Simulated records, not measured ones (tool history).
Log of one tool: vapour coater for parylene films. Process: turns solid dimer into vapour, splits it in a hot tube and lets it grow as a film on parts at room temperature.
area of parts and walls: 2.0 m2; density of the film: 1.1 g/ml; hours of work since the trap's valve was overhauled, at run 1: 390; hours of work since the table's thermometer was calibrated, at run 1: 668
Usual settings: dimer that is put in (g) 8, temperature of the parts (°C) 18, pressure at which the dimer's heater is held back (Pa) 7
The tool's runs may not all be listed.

run,hour,dimer that is put in (g),temperature of the parts (°C),pressure at which the dimer's heater is held back (Pa),hours of work since the trap's valve was overhauled,hours of work since the table's thermometer was calibrated,thickness of the film (nm)
1,0,8,18,7,390,668,2382
2,36.2,8,27,7,405,683,1902
3,64.7,8,27,7,417,695,1896
4,100.4,8,29,7,432,710,1803
5,133.2,8,18,7,445,723,2374
6,173.7,8,18,7,462,740,2380
7,215.5,4,18,7,479,757,1187
8,263.6,4,18,7,499,777,1189
9,331.9,8,14,7,527,805,2614
10,395.1,8,14,7,553,831,2601
11,427.9,8,18,9.17,567,845,2225
12,494,8,18,9.17,594,872,2211
# hour 524: trap's valve overhauled
13,535.6,8,18,9.17,5,887,2136
14,590.3,8,18,9.17,27,910,2127
15,637.2,8,26,7,47,929,1827
16,683.6,8,18,7,66,948,2245
# hour 717: table's thermometer calibrated
17,717,8,18,7,79,0,2305
18,754.8,8,18,7,95,16,2276
# hour 799.9: trap's valve overhauled, once more
19,818.3,8,17,7,8,40,2597
20,868.8,3,17,7,28,61,966
21,908.7,8,18,7,45,77,2526
22,966.7,8,18,7,69,101,2493
23,998.1,8,18,7,82,114,2520
24,1041.3,8,18,7,99,132,2500
25,1104,8,18,7,125,158,2486
26,1170.5,11,18,7,153,185,3412
27,1237,4,20,10,180,213,1099
28,1283.1,4,20,10,199,232,1084
29,1313.3,8,17,4.16,211,244,2837
30,1343.3,3,17,5.89,224,256,995
31,1373.6,12,18,7,236,269,3698
32,1442.9,7,15,7,265,297,2325
33,1507.1,7,15,7,291,324,2325
34,1555.2,8,14,7,311,344,2710
35,1622.8,8,14,7,339,371,2727
36,1680.2,8,14,7,363,395,2690
37,1717.8,8,14,7,378,411,2702
38,1757.9,8,14,7,395,427,2693
39,1821,3,20,2.05,421,453,1127
40,1863.7,3,20,2.05,438,471,1121
41,1903.2,3,20,2.05,454,487,1117
42,1969.2,8,12,9.25,482,514,2654
43,2020.6,8,12,9.25,503,535,2649
44,2052.8,8,12,9.25,516,549,2619
45,2108.3,8,18,7.83,539,571,2324
46,2138,8,22,7,551,584,2144
47,2184.8,5,12,7,570,603,1749

3 ways to go on from here, each from the tool as it stands after run 47. What would each give?
A,2228.9,3,20,3.34,589,621,?
B,2228.9,9,18,7,589,621,?
C,2228.9,13,18,5.2,589,621,?

run,thickness of the film (nm)
A,992
B,2662
C,4118
Without the tool's hidden state the same runs would have given:
run,thickness of the film (nm)
A,1051
B,2821
C,4362

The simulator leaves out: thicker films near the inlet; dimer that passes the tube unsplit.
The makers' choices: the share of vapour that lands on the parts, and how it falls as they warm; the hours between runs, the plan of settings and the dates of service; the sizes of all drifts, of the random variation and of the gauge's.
